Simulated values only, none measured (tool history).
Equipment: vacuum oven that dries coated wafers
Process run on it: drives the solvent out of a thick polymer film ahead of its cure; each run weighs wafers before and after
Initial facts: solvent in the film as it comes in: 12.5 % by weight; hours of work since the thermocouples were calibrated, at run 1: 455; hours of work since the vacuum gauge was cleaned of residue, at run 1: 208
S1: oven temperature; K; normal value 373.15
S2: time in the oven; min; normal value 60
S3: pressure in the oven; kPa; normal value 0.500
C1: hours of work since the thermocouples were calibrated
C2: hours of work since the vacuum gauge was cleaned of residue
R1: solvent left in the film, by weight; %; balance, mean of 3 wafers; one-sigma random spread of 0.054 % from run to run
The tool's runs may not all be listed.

{"run": 1, "hour": 0.0, "S1": 373.15, "S2": 60, "S3": 0.5, "C1": 455, "C2": 208, "R1": 1.96}
{"run": 2, "hour": 6.4, "S1": 373.15, "S2": 60, "S3": 0.5, "C1": 458, "C2": 212, "R1": 2.02}
{"run": 3, "hour": 14.5, "S1": 373.15, "S2": 60, "S3": 0.5, "C1": 462, "C2": 216, "R1": 1.99}
{"run": 4, "hour": 21.1, "S1": 373.15, "S2": 60, "S3": 0.5, "C1": 466, "C2": 220, "R1": 1.96}
{"run": 5, "hour": 32.6, "S1": 373.15, "S2": 60, "S3": 0.5, "C1": 472, "C2": 226, "R1": 1.94}
{"run": 6, "hour": 44.3, "S1": 373.15, "S2": 60, "S3": 0.5, "C1": 478, "C2": 232, "R1": 2.01}
{"run": 7, "hour": 49.9, "S1": 373.15, "S2": 60, "S3": 0.5, "C1": 481, "C2": 235, "R1": 1.91}
{"run": 8, "hour": 58.0, "S1": 373.15, "S2": 60, "S3": 0.5, "C1": 485, "C2": 239, "R1": 1.96}
{"run": 9, "hour": 64.7, "S1": 373.15, "S2": 61, "S3": 0.5, "C1": 489, "C2": 242, "R1": 2.01}
{"run": 10, "hour": 75.6, "S1": 373.15, "S2": 61, "S3": 0.5, "C1": 494, "C2": 248, "R1": 1.86}
{"run": 11, "hour": 87.7, "S1": 373.15, "S2": 61, "S3": 0.5, "C1": 501, "C2": 254, "R1": 1.89}
{"run": 12, "hour": 96.5, "S1": 373.15, "S2": 61, "S3": 0.5, "C1": 505, "C2": 259, "R1": 1.93}
{"run": 13, "hour": 101.8, "S1": 373.15, "S2": 61, "S3": 0.5, "C1": 508, "C2": 262, "R1": 1.98}
{"run": 14, "hour": 111.6, "S1": 373.15, "S2": 35, "S3": 0.5, "C1": 513, "C2": 267, "R1": 3.75}
{"run": 15, "hour": 123.9, "S1": 373.15, "S2": 60, "S3": 0.5, "C1": 520, "C2": 273, "R1": 2.04}
{"run": 16, "hour": 131.1, "S1": 373.15, "S2": 60, "S3": 0.5, "C1": 523, "C2": 277, "R1": 2.01}
{"run": 17, "hour": 137.9, "S1": 373.15, "S2": 60, "S3": 0.5, "C1": 527, "C2": 281, "R1": 2.03}
{"run": 18, "hour": 147.8, "S1": 373.15, "S2": 60, "S3": 0.5, "C1": 532, "C2": 286, "R1": 1.95}
{"run": 19, "hour": 158.9, "S1": 373.15, "S2": 60, "S3": 0.5, "C1": 538, "C2": 292, "R1": 2.02}
{"run": 20, "hour": 167.0, "S1": 373.15, "S2": 60, "S3": 0.5, "C1": 542, "C2": 296, "R1": 1.97}
{"run": 21, "hour": 179.2, "S1": 373.15, "S2": 38, "S3": 0.5, "C1": 548, "C2": 302, "R1": 3.48}
{"run": 22, "hour": 187.4, "S1": 373.15, "S2": 38, "S3": 0.5, "C1": 553, "C2": 306, "R1": 3.31}
{"run": 23, "hour": 198.1, "S1": 373.15, "S2": 60, "S3": 0.5, "C1": 558, "C2": 312, "R1": 1.94}
{"run": 24, "hour": 206.6, "S1": 373.15, "S2": 60, "S3": 0.327, "C1": 563, "C2": 316, "R1": 1.84}
{"run": 25, "hour": 215.7, "S1": 369.15, "S2": 59, "S3": 1.002, "C1": 567, "C2": 321, "R1": 3.29}
{"run": 26, "hour": 223.6, "S1": 369.15, "S2": 59, "S3": 1.002, "C1": 572, "C2": 325, "R1": 3.27}
{"run": 27, "hour": 229.8, "S1": 369.15, "S2": 102, "S3": 1.002, "C1": 575, "C2": 329, "R1": 1.81}
{"run": 28, "hour": 235.7, "S1": 369.15, "S2": 102, "S3": 1.002, "C1": 578, "C2": 332, "R1": 1.83}
{"run": 29, "hour": 246.0, "S1": 377.15, "S2": 60, "S3": 0.5, "C1": 583, "C2": 337, "R1": 1.3}
{"run": 30, "hour": 256.4, "S1": 377.15, "S2": 60, "S3": 0.5, "C1": 589, "C2": 342, "R1": 1.3}
{"run": 31, "hour": 268.2, "S1": 363.15, "S2": 52, "S3": 1.004, "C1": 595, "C2": 349, "R1": 5.2}
{"run": 32, "hour": 279.9, "S1": 378.15, "S2": 31, "S3": 0.457, "C1": 601, "C2": 355, "R1": 2.97}

Run 33 is up next; what results do you expect?
{"run": 33, "hour": 290.1, "S1": 378.15, "S2": 39, "S3": 0.252, "C1": 606, "C2": 360, "R1": "?"}

{"run 33": {"R1": 2.19}}
With no hidden state in the tool, this same run would have given R1 2.17 %.
